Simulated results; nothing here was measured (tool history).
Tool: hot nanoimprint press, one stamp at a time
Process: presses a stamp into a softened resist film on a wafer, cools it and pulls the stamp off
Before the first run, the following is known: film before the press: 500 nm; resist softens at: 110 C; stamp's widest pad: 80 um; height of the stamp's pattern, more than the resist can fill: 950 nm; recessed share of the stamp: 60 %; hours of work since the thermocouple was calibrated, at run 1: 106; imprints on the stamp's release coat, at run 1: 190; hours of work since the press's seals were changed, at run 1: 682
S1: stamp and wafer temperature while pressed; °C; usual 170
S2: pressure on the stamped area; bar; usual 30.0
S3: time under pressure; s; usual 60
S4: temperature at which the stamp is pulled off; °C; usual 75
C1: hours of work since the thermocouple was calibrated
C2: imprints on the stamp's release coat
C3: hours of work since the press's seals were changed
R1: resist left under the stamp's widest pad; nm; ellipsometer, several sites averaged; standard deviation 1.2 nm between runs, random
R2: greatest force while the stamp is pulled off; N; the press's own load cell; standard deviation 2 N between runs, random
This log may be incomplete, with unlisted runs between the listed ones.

| run | hour | S1 | S2 | S3 | S4 | C1 | C2 | C3 | R1 | R2 |
|---|---|---|---|---|---|---|---|---|---|---|
| 1 | 0.0 | 170 | 30.0 | 60 | 75 | 106 | 190 | 682 | 252.3 | 244 |
| 2 | 55.8 | 170 | 35.1 | 60 | 75 | 141 | 340 | 717 | 233.4 | 251 |
| 3 | 100.9 | 170 | 30.0 | 60 | 75 | 169 | 461 | 745 | 255.7 | 253 |
| 4 | 136.1 | 170 | 30.0 | 60 | 75 | 191 | 556 | 767 | 255.5 | 256 |
| 5 | 217.0 | 170 | 40.2 | 60 | 75 | 241 | 774 | 817 | 221.5 | 262 |
| 6 | 286.9 | 170 | 36.6 | 60 | 75 | 285 | 962 | 861 | 234.5 | 265 |
|  | 338.0 | stamp cleaned and given a new release coat |
| 7 | 342.6 | 170 | 36.6 | 60 | 75 | 316 | 12 | 892 | 236.5 | 240 |
| 8 | 412.2 | 170 | 36.6 | 103 | 75 | 359 | 199 | 935 | 196.4 | 247 |
| 9 | 466.9 | 170 | 36.6 | 103 | 75 | 393 | 347 | 969 | 197.8 | 246 |
| 10 | 552.8 | 170 | 36.6 | 103 | 75 | 447 | 578 | 1023 | 197.9 | 258 |
| 11 | 591.7 | 170 | 36.6 | 103 | 75 | 471 | 683 | 1047 | 199.9 | 258 |
|  | 602.2 | plate thermocouple calibrated |
| 12 | 667.0 | 170 | 36.6 | 103 | 64 | 40 | 877 | 1092 | 205.0 | 306 |
| 13 | 728.1 | 170 | 36.6 | 103 | 64 | 78 | 1042 | 1130 | 206.1 | 305 |
|  | 751.7 | plate thermocouple calibrated, once more |
|  | 757.7 | stamp cleaned and given a new release coat |
| 14 | 815.7 | 170 | 21.9 | 103 | 64 | 36 | 156 | 1179 | 243.5 | 266 |
| 15 | 885.3 | 179 | 30.0 | 60 | 75 | 79 | 344 | 1222 | 168.6 | 246 |
|  | 923.8 | press's hydraulic seals changed and the load cell set to zero |
| 16 | 976.5 | 171 | 30.0 | 59 | 75 | 131 | 568 | 33 | 241.1 | 252 |
| 17 | 1054.6 | 170 | 30.0 | 43 | 78 | 180 | 778 | 81 | 276.6 | 254 |
| 18 | 1131.1 | 170 | 35.8 | 45 | 77 | 227 | 984 | 129 | 253.7 | 263 |
|  | 1177.4 | stamp cleaned and given a new release coat |
| 19 | 1203.7 | 170 | 18.4 | 37 | 77 | 269 | 71 | 170 | 357.3 | 238 |
| 20 | 1280.9 | 176 | 18.4 | 37 | 77 | 317 | 279 | 218 | 297.9 | 241 |
| 21 | 1319.1 | 160 | 33.6 | 37 | 77 | 341 | 382 | 242 | 401.5 | 246 |
| 22 | 1374.7 | 160 | 33.6 | 45 | 77 | 375 | 532 | 277 | 389.4 | 250 |
| 23 | 1417.1 | 170 | 21.1 | 101 | 79 | 402 | 646 | 303 | 260.3 | 243 |
| 24 | 1471.0 | 178 | 30.0 | 60 | 75 | 435 | 791 | 337 | 182.0 | 264 |
| 25 | 1557.9 | 160 | 22.5 | 33 | 67 | 489 | 1025 | 391 | 451.2 | 300 |
|  | 1591.2 | stamp cleaned and given a new release coat |
| 26 | 1601.1 | 161 | 22.8 | 60 | 75 | 512 | 27 | 414 | 405.3 | 240 |
| 27 | 1673.0 | 161 | 22.8 | 60 | 75 | 557 | 221 | 459 | 408.3 | 248 |
| 28 | 1715.8 | 176 | 30.0 | 73 | 75 | 584 | 336 | 485 | 188.7 | 247 |
|  | 1745.4 | plate thermocouple calibrated |
| 29 | 1773.9 | 175 | 25.7 | 60 | 75 | 18 | 484 | 520 | 217.4 | 253 |

Forecast each of these 5 alternatives for the next run:
| A | 1840.3 | 170 | 43.6 | 60 | 75 | 59 | 663 | 561 | ? | ? |
| B | 1840.3 | 170 | 30.0 | 92 | 75 | 59 | 663 | 561 | ? | ? |
| C | 1840.3 | 170 | 39.9 | 60 | 75 | 59 | 663 | 561 | ? | ? |
| D | 1840.3 | 170 | 26.9 | 60 | 75 | 59 | 663 | 561 | ? | ? |
| E | 1840.3 | 170 | 30.0 | 68 | 62 | 59 | 663 | 561 | ? | ? |

| run | R1 | R2 |
|---|---|---|
| A | 203.1 | 259 |
| B | 214.7 | 253 |
| C | 212.9 | 261 |
| D | 262.9 | 254 |
| E | 238.6 | 296 |
Without the tool's unlogged condition, the same runs would have read:
| run | R1 | R2 |
|---|---|---|
| A | 202.0 | 238 |
| B | 213.9 | 233 |
| C | 211.8 | 240 |
| D | 262.2 | 234 |
| E | 237.8 | 272 |
